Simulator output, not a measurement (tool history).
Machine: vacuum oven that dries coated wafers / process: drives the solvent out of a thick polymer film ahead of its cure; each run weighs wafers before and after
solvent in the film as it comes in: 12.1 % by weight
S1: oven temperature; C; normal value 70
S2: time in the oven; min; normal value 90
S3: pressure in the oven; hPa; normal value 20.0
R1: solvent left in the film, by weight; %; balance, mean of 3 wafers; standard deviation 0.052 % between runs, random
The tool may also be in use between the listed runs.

run,hour,S1,S2,S3,R1
1,0.0,70,90,20.0,1.63
2,19.7,70,61,20.0,2.51
3,43.8,70,61,20.0,2.44
4,70.3,70,61,20.0,2.58
5,90.8,70,61,20.0,2.63
6,104.7,70,90,20.0,1.71
7,133.4,70,90,20.0,1.67
8,150.0,70,90,20.0,1.60
9,167.1,70,66,20.0,2.35
10,182.5,70,66,20.0,2.37
11,198.7,70,66,20.0,2.45
12,225.5,70,66,20.0,2.49
# hour 230.0: oven's thermocouples calibrated
13,247.5,82,90,20.0,0.54
14,264.2,82,90,20.0,0.56
15,279.5,62,55,20.0,5.64
16,299.4,62,55,20.0,5.56
# hour 309.4: oven's thermocouples calibrated, once more
17,318.7,62,55,20.0,5.25
18,347.3,62,55,20.0,5.32
19,367.0,62,55,20.0,5.36
20,392.3,66,65,22.2,3.73
21,416.9,66,65,22.2,3.70
22,431.2,59,61,25.5,6.25
23,445.9,56,125,30.0,5.37
24,465.5,56,58,70.1,8.86
25,483.5,75,76,28.7,1.52
26,498.2,79,118,57.5,1.68

Run 27 has not been measured yet. What should we expect?
27,520.1,70,121,20.0,?

R1: 1.40 %
Take away the tool's hidden state, keep the run-to-run variation as it was, and the same run would have given R1 1.16 %.
